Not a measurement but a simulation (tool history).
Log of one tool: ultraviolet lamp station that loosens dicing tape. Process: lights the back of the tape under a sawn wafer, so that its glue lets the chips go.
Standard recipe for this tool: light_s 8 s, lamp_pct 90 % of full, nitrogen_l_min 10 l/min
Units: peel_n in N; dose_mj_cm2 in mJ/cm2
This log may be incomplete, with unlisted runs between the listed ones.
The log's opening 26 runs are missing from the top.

{"run": 27, "hour": 564.4, "light_s": 13, "lamp_pct": 75, "nitrogen_l_min": 17, "peel_n": 0.28, "dose_mj_cm2": 890}
{"run": 28, "hour": 578.7, "light_s": 9, "lamp_pct": 75, "nitrogen_l_min": 9, "peel_n": 0.567, "dose_mj_cm2": 616}
{"run": 29, "hour": 604.8, "light_s": 13, "lamp_pct": 61, "nitrogen_l_min": 9, "peel_n": 0.425, "dose_mj_cm2": 729}
{"run": 30, "hour": 628.6, "light_s": 7, "lamp_pct": 62, "nitrogen_l_min": 18, "peel_n": 0.767, "dose_mj_cm2": 394}
{"run": 31, "hour": 647.2, "light_s": 9, "lamp_pct": 61, "nitrogen_l_min": 13, "peel_n": 0.621, "dose_mj_cm2": 494}
{"run": 32, "hour": 662.4, "light_s": 8, "lamp_pct": 80, "nitrogen_l_min": 10, "peel_n": 0.572, "dose_mj_cm2": 581}
{"run": 33, "hour": 688.1, "light_s": 8, "lamp_pct": 80, "nitrogen_l_min": 10, "peel_n": 0.566, "dose_mj_cm2": 581}
{"run": 34, "hour": 701.9, "light_s": 8, "lamp_pct": 80, "nitrogen_l_min": 10, "peel_n": 0.576, "dose_mj_cm2": 584}

What if the next run were any one of these 4? Each begins from the tool's condition after run 34:
{"run": "A", "hour": 730.8, "light_s": 14, "lamp_pct": 80, "nitrogen_l_min": 10, "peel_n": "?", "dose_mj_cm2": "?"}
{"run": "B", "hour": 730.8, "light_s": 8, "lamp_pct": 80, "nitrogen_l_min": 8, "peel_n": "?", "dose_mj_cm2": "?"}
{"run": "C", "hour": 730.8, "light_s": 15, "lamp_pct": 62, "nitrogen_l_min": 10, "peel_n": "?", "dose_mj_cm2": "?"}
{"run": "D", "hour": 730.8, "light_s": 7, "lamp_pct": 71, "nitrogen_l_min": 15, "peel_n": "?", "dose_mj_cm2": "?"}

run=A peel_n=0.289 dose_mj_cm2=1024
run=B peel_n=0.626 dose_mj_cm2=585
run=C peel_n=0.330 dose_mj_cm2=846
run=D peel_n=0.693 dose_mj_cm2=453
Stripped of hidden state, with their random variation kept, the same runs would have yielded:
run=A peel_n=0.289 dose_mj_cm2=1026
run=B peel_n=0.623 dose_mj_cm2=586
run=C peel_n=0.329 dose_mj_cm2=848
run=D peel_n=0.690 dose_mj_cm2=455
